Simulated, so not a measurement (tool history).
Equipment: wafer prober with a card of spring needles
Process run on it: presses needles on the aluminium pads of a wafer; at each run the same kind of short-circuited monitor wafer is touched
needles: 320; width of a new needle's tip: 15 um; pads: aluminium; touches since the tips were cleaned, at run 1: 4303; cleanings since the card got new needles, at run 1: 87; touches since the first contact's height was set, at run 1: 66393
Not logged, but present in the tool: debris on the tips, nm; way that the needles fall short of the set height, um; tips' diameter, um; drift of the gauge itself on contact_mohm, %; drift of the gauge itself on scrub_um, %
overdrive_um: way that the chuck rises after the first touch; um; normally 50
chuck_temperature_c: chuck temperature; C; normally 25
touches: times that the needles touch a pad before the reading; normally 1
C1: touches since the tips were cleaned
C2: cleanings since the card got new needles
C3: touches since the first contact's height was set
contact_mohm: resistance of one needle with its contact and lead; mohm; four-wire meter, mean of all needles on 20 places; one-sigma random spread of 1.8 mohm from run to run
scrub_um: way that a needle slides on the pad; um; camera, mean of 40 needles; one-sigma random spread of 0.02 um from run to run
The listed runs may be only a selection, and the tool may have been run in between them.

run 1 day=0.000 | overdrive_um=50 chuck_temperature_c=25 touches=1 | C1=4303 C2=87 C3=66393 | contact_mohm=414 scrub_um=8.53
-- day=0.454 tips cleaned on abrasive film
-- day=1.804 tips cleaned on abrasive film
-- day=3.225 tips cleaned on abrasive film
-- day=3.712 height of the first contact set anew
run 2 day=3.992 | overdrive_um=50 chuck_temperature_c=25 touches=1 | C1=3746 C2=90 C3=1385 | contact_mohm=399 scrub_um=8.66
-- day=4.538 tips cleaned on abrasive film
-- day=5.792 tips cleaned on abrasive film
-- day=7.029 tips cleaned on abrasive film
run 3 day=7.142 | overdrive_um=50 chuck_temperature_c=55 touches=1 | C1=563 C2=93 C3=17008 | contact_mohm=252 scrub_um=8.63
-- day=8.258 tips cleaned on abrasive film
-- day=9.583 tips cleaned on abrasive film
run 4 day=9.583 | overdrive_um=50 chuck_temperature_c=55 touches=1 | C1=0 C2=95 C3=29116 | contact_mohm=223 scrub_um=8.54
-- day=10.854 tips cleaned on abrasive film
-- day=12.179 tips cleaned on abrasive film
run 5 day=13.258 | overdrive_um=50 chuck_temperature_c=25 touches=1 | C1=5369 C2=97 C3=47363 | contact_mohm=436 scrub_um=8.52
-- day=13.546 tips cleaned on abrasive film
-- day=14.742 tips cleaned on abrasive film
-- day=16.008 tips cleaned on abrasive film
run 6 day=16.975 | overdrive_um=50 chuck_temperature_c=25 touches=1 | C1=4810 C2=100 C3=65818 | contact_mohm=445 scrub_um=8.52
-- day=17.267 tips cleaned on abrasive film
-- day=18.542 tips cleaned on abrasive film
-- day=19.783 tips cleaned on abrasive film
run 7 day=20.112 | overdrive_um=50 chuck_temperature_c=25 touches=1 | C1=1648 C2=103 C3=81372 | contact_mohm=326 scrub_um=8.47
-- day=20.912 height of the first contact set anew
-- day=21.117 tips cleaned on abrasive film
-- day=22.512 tips cleaned on abrasive film
run 8 day=22.604 | overdrive_um=50 chuck_temperature_c=25 touches=1 | C1=463 C2=105 C3=8390 | contact_mohm=234 scrub_um=8.62
-- day=23.750 tips cleaned on abrasive film
run 9 day=24.329 | overdrive_um=50 chuck_temperature_c=25 touches=1 | C1=2878 C2=106 C3=16940 | contact_mohm=366 scrub_um=8.63
-- day=25.117 tips cleaned on abrasive film
-- day=26.346 tips cleaned on abrasive film
run 10 day=26.671 | overdrive_um=50 chuck_temperature_c=25 touches=1 | C1=1624 C2=108 C3=28568 | contact_mohm=307 scrub_um=8.60
-- day=27.496 tips cleaned on abrasive film
-- day=28.792 tips cleaned on abrasive film
run 11 day=29.638 | overdrive_um=50 chuck_temperature_c=25 touches=1 | C1=4220 C2=110 C3=43291 | contact_mohm=421 scrub_um=8.59
-- day=30.104 tips cleaned on abrasive film
-- day=31.421 tips cleaned on abrasive film
-- day=32.575 tips cleaned on abrasive film
run 12 day=32.846 | overdrive_um=50 chuck_temperature_c=25 touches=1 | C1=1361 C2=113 C3=59195 | contact_mohm=312 scrub_um=8.52
-- day=33.983 tips cleaned on abrasive film
run 13 day=34.954 | overdrive_um=50 chuck_temperature_c=25 touches=1 | C1=4821 C2=114 C3=69660 | contact_mohm=465 scrub_um=8.46
-- day=35.158 tips cleaned on abrasive film
-- day=36.492 tips cleaned on abrasive film
-- day=37.888 tips cleaned on abrasive film
-- day=37.900 height of the first contact set anew
run 14 day=38.792 | overdrive_um=50 chuck_temperature_c=25 touches=1 | C1=4435 C2=117 C3=4435 | contact_mohm=425 scrub_um=8.69
-- day=39.062 tips cleaned on abrasive film
-- day=40.400 tips cleaned on abrasive film
-- day=41.696 tips cleaned on abrasive film
run 15 day=41.696 | overdrive_um=37 chuck_temperature_c=30 touches=2 | C1=0 C2=120 C3=18825 | contact_mohm=234 scrub_um=6.36
-- day=42.921 tips cleaned on abrasive film
-- day=44.133 tips cleaned on abrasive film
run 16 day=44.133 | overdrive_um=41 chuck_temperature_c=40 touches=3 | C1=0 C2=122 C3=30922 | contact_mohm=208 scrub_um=7.03
-- day=45.383 tips cleaned on abrasive film
-- day=46.662 tips cleaned on abrasive film
run 17 day=47.175 | overdrive_um=70 chuck_temperature_c=40 touches=2 | C1=2548 C2=124 C3=46023 | contact_mohm=240 scrub_um=12.02
-- day=47.950 tips cleaned on abrasive film
-- day=49.275 tips cleaned on abrasive film
run 18 day=50.404 | overdrive_um=70 chuck_temperature_c=40 touches=2 | C1=5623 C2=126 C3=62058 | contact_mohm=277 scrub_um=12.02
-- day=50.671 tips cleaned on abrasive film
-- day=51.833 tips cleaned on abrasive film
-- day=53.029 tips cleaned on abrasive film
run 19 day=53.488 | overdrive_um=36 chuck_temperature_c=40 touches=2 | C1=2278 C2=129 C3=77332 | contact_mohm=399 scrub_um=6.02
-- day=54.312 tips cleaned on abrasive film
-- day=55.079 height of the first contact set anew
-- day=55.646 tips cleaned on abrasive film
run 20 day=55.954 | overdrive_um=36 chuck_temperature_c=77 touches=2 | C1=1525 C2=131 C3=4328 | contact_mohm=352 scrub_um=6.25
-- day=56.992 tips cleaned on abrasive film
-- day=58.142 tips cleaned on abrasive film
run 21 day=58.142 | overdrive_um=48 chuck_temperature_c=25 touches=1 | C1=0 C2=133 C3=15190 | contact_mohm=206 scrub_um=8.28
-- day=59.488 tips cleaned on abrasive film
-- day=60.704 tips cleaned on abrasive film
-- day=62.088 tips cleaned on abrasive film
run 22 day=62.117 | overdrive_um=41 chuck_temperature_c=101 touches=2 | C1=150 C2=136 C3=34916 | contact_mohm=244 scrub_um=7.02
-- day=63.229 tips cleaned on abrasive film
-- day=64.508 tips cleaned on abrasive film
-- day=65.654 tips cleaned on abrasive film
run 23 day=66.354 | overdrive_um=53 chuck_temperature_c=29 touches=3 | C1=3467 C2=139 C3=55929 | contact_mohm=266 scrub_um=9.06
-- day=66.821 tips cleaned on abrasive film
-- day=68.112 tips cleaned on abrasive film
run 24 day=69.100 | overdrive_um=40 chuck_temperature_c=65 touches=1 | C1=4906 C2=141 C3=69559 | contact_mohm=650 scrub_um=6.75
-- day=69.375 tips cleaned on abrasive film
-- day=70.621 tips cleaned on abrasive film
-- day=71.967 tips cleaned on abrasive film
-- day=72.058 height of the first contact set anew
run 25 day=72.058 | overdrive_um=40 chuck_temperature_c=65 touches=1 | C1=381 C2=144 C3=0 | contact_mohm=283 scrub_um=6.94
-- day=73.192 tips cleaned on abrasive film
-- day=74.342 tips cleaned on abrasive film
run 26 day=75.008 | overdrive_um=40 chuck_temperature_c=65 touches=1 | C1=3328 C2=146 C3=14648 | contact_mohm=530 scrub_um=6.89
-- day=75.579 tips cleaned on abrasive film
-- day=76.983 tips cleaned on abrasive film
-- day=78.275 tips cleaned on abrasive film
run 27 day=78.717 | overdrive_um=40 chuck_temperature_c=65 touches=1 | C1=2205 C2=149 C3=33052 | contact_mohm=478 scrub_um=6.87
-- day=79.479 tips cleaned on abrasive film
-- day=80.621 tips cleaned on abrasive film
run 28 day=80.621 | overdrive_um=40 chuck_temperature_c=65 touches=1 | C1=0 C2=151 C3=42478 | contact_mohm=252 scrub_um=6.80

Table of differences, measured result less the result of that run with no hidden state. Run-to-run variation is the same in both. Gauge scatter possibly is not:
run=1 contact_mohm=+232 scrub_um=-0.14
run=2 contact_mohm=+217 scrub_um=+0.00
run=3 contact_mohm=+59 scrub_um=-0.06
run=4 contact_mohm=+30 scrub_um=-0.09
run=5 contact_mohm=+252 scrub_um=-0.12
run=6 contact_mohm=+262 scrub_um=-0.18
run=7 contact_mohm=+141 scrub_um=-0.23
run=8 contact_mohm=+51 scrub_um=-0.04
run=9 contact_mohm=+183 scrub_um=-0.05
run=10 contact_mohm=+121 scrub_um=-0.07
run=11 contact_mohm=+241 scrub_um=-0.11
run=12 contact_mohm=+129 scrub_um=-0.16
run=13 contact_mohm=+280 scrub_um=-0.18
run=14 contact_mohm=+241 scrub_um=+0.00
run=15 contact_mohm=+40 scrub_um=-0.05
run=16 contact_mohm=+18 scrub_um=-0.08
run=17 contact_mohm=+61 scrub_um=-0.11
run=18 contact_mohm=+96 scrub_um=-0.14
run=19 contact_mohm=+202 scrub_um=-0.20
run=20 contact_mohm=+148 scrub_um=-0.02
run=21 contact_mohm=+23 scrub_um=-0.05
run=22 contact_mohm=+34 scrub_um=-0.10
run=23 contact_mohm=+84 scrub_um=-0.15
run=24 contact_mohm=+450 scrub_um=-0.19
run=25 contact_mohm=+85 scrub_um=+0.00
run=26 contact_mohm=+330 scrub_um=-0.04
run=27 contact_mohm=+276 scrub_um=-0.10
run=28 contact_mohm=+53 scrub_um=-0.13
